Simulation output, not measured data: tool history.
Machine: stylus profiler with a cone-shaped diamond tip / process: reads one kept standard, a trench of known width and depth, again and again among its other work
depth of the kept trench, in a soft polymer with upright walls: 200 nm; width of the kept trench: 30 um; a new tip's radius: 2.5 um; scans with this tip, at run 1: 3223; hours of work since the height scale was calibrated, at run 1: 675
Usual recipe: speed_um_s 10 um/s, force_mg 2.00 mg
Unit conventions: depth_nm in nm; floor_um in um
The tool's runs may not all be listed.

run    hour  speed_um_s  force_mg  scans with this tip  hours of work since the height scale was calibrated  depth_nm  floor_um
  1     0.0          10      2.00                 3223                                                  675    202.93     27.97
  2    24.6          10      2.00                 3290                                                  689    202.77     27.93
  3    49.7           8      2.00                 3358                                                  703    202.87     27.92
  4    83.9           8      2.00                 3452                                                  723    202.93     28.01
  5   127.8           8      2.00                 3572                                                  748    202.88     27.96
  6   168.7          10      2.00                 3683                                                  771    203.27     27.98
  7   207.3          10      2.00                 3788                                                  793    203.16     27.98
  8   246.9          10      5.98                 3897                                                  816    205.34     27.98
  9   266.5           3      2.00                 3950                                                  827    203.00     27.94
 10   312.6           3      2.00                 4076                                                  853    203.07     27.98
 11   335.1           3      2.00                 4137                                                  866    203.03     28.00
 12   373.2          10      2.00                 4242                                                  888    203.06     27.95
 13   398.9           2      2.00                 4312                                                  903    203.02     27.95
 14   428.5           2      2.00                 4392                                                  920    203.41     28.01
 15   465.4           2      2.00                 4493                                                  941    203.12     27.95
 16   508.5          10      2.00                 4611                                                  965    203.18     27.97
 17   546.1          10      2.00                 4713                                                  987    203.17     27.97
 18   579.3          10      2.00                 4804                                                 1006    203.10     27.96
 19   609.0          10      2.00                 4885                                                 1023    203.30     27.98
 20   652.0          10      2.85                 5002                                                 1047    203.74     27.96
 21   671.9          10      4.86                 5057                                                 1059    204.83     27.96
 22   696.0          10      4.86                 5123                                                 1072    205.12     27.95
 23   739.8          10      1.07                 5242                                                 1097    202.43     27.94
 24   774.3           2      5.50                 5336                                                 1117    205.38     27.96
 25   798.8           8      5.50                 5403                                                 1131    205.63     27.98
 26   828.1           4      0.95                 5483                                                 1148    202.38     27.97
 27   862.2          14      2.25                 5576                                                 1167    203.47     27.93
 28   883.2          14      2.25                 5634                                                 1179    203.50     27.92
 29   931.3          10      4.06                 5765                                                 1207    204.80     27.93
 30   964.2          10      4.06                 5855                                                 1226    204.62     27.96
 31  1000.6          21      4.06                 5954                                                 1246    204.91     27.92
 32  1026.7          21      4.06                 6025                                                 1261    204.76     27.95
 33  1060.3          17      0.73                 6117                                                 1281    202.46     27.85
 34  1086.1          17      4.00                 6188                                                 1295    204.57     27.97
 35  1106.2          17      0.99                 6242                                                 1307    202.82     27.86
 36  1127.5           4      1.14                 6300                                                 1319    202.87     27.96

Below, some changes in depth_nm between adjacent runs. For each, the amount present without the hidden state too (settings, incoming material, random variation) and the amount remaining for the hidden state with gauge scatter not shared by both compared results:
Hidden state present: radius of the tip, um; height scale over the true one, %; drift of the gauge itself on depth_nm, %; drift of the gauge itself on floor_um, %.
Run 5 -> 6: speed_um_s 8 -> 10. depth_nm +0.39 nm: hidden state +0.03, all else +0.36.
Run 7 -> 8: force_mg 2.00 -> 5.98. depth_nm +2.18 nm: hidden state +0.04, all else +2.14.
Run 15 -> 16: speed_um_s 2 -> 10. depth_nm +0.06 nm: hidden state +0.04, all else +0.02.
Run 22 -> 23: force_mg 4.86 -> 1.07. depth_nm -2.69 nm: hidden state +0.02, all else -2.71.
Run 23 -> 24: speed_um_s 10 -> 2, force_mg 1.07 -> 5.50. depth_nm +2.95 nm: hidden state +0.03, all else +2.92.
Run 25 -> 26: speed_um_s 8 -> 4, force_mg 5.50 -> 0.95. depth_nm -3.25 nm: hidden state +0.01, all else -3.26.

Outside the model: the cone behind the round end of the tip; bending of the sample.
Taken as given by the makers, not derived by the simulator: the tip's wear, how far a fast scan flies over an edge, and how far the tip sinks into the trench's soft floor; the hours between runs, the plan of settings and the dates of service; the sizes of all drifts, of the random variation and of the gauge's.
